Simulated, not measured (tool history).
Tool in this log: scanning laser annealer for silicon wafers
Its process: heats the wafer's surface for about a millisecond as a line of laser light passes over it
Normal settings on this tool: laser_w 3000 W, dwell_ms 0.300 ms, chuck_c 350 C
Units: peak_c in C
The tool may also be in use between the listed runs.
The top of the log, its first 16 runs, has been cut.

| run | hour | laser_w | dwell_ms | chuck_c | hours of work since the window was cleaned | hours of work since the power meter was calibrated | hours of work since the optics were aligned | peak_c |
|---|---|---|---|---|---|---|---|---|
| 17 | 461.9 | 3000 | 0.300 | 350 | 202 | 220 | 271 | 1098 |
| 18 | 491.2 | 2685 | 0.300 | 350 | 215 | 233 | 284 | 1022 |
| 19 | 522.6 | 2685 | 0.300 | 350 | 228 | 247 | 298 | 1021 |
| 20 | 551.0 | 3000 | 0.338 | 311 | 241 | 259 | 310 | 1105 |
| 21 | 589.4 | 3000 | 0.338 | 311 | 257 | 276 | 327 | 1103 |
| 22 | 630.0 | 3000 | 0.338 | 311 | 275 | 294 | 344 | 1107 |
| 23 | 659.4 | 2682 | 0.338 | 321 | 288 | 307 | 357 | 1034 |
| 24 | 687.3 | 2870 | 0.306 | 333 | 300 | 319 | 369 | 1051 |
| 25 | 723.7 | 3209 | 0.271 | 335 | 316 | 335 | 385 | 1075 |
| 26 | 747.5 | 3209 | 0.271 | 335 | 327 | 345 | 396 | 1073 |
|  | 755.3 | optics aligned, line set to its width |
| 27 | 773.7 | 3209 | 0.271 | 335 | 336 | 354 | 8 | 1073 |
| 28 | 795.4 | 3209 | 0.271 | 330 | 345 | 364 | 18 | 1066 |
| 29 | 821.6 | 2998 | 0.271 | 344 | 357 | 375 | 29 | 1031 |
|  | 838.8 | optics aligned, line set to its width, once more |
| 30 | 865.5 | 3000 | 0.292 | 360 | 374 | 392 | 12 | 1084 |
|  | 884.1 | window over the wafer cleaned |
| 31 | 902.6 | 3047 | 0.216 | 326 | 8 | 408 | 27 | 968 |
| 32 | 939.5 | 3047 | 0.312 | 378 | 24 | 424 | 43 | 1173 |
| 33 | 962.0 | 3108 | 0.267 | 356 | 34 | 434 | 53 | 1097 |
| 34 | 981.2 | 3108 | 0.267 | 356 | 42 | 442 | 61 | 1093 |
| 35 | 1013.6 | 2826 | 0.263 | 312 | 57 | 456 | 76 | 981 |
| 36 | 1041.4 | 3081 | 0.319 | 373 | 69 | 468 | 88 | 1182 |
| 37 | 1066.6 | 2826 | 0.263 | 327 | 80 | 479 | 99 | 994 |

Predict each of these 5 candidate next runs independently; none follows another, all start after run 37:
| A | 1094.6 | 2720 | 0.361 | 317 | 92 | 492 | 111 | ? |
| B | 1094.6 | 2826 | 0.368 | 327 | 92 | 492 | 111 | ? |
| C | 1094.6 | 3000 | 0.231 | 350 | 92 | 492 | 111 | ? |
| D | 1094.6 | 2826 | 0.369 | 345 | 92 | 492 | 111 | ? |
| E | 1094.6 | 3243 | 0.356 | 327 | 92 | 492 | 111 | ? |

| run | peak_c |
|---|---|
| A | 1090 |
| B | 1133 |
| C | 1004 |
| D | 1159 |
| E | 1231 |
The same runs, with their run-to-run variation unchanged, on a tool lacking any hidden condition would have given:
| run | peak_c |
|---|---|
| A | 1099 |
| B | 1142 |
| C | 1012 |
| D | 1169 |
| E | 1242 |
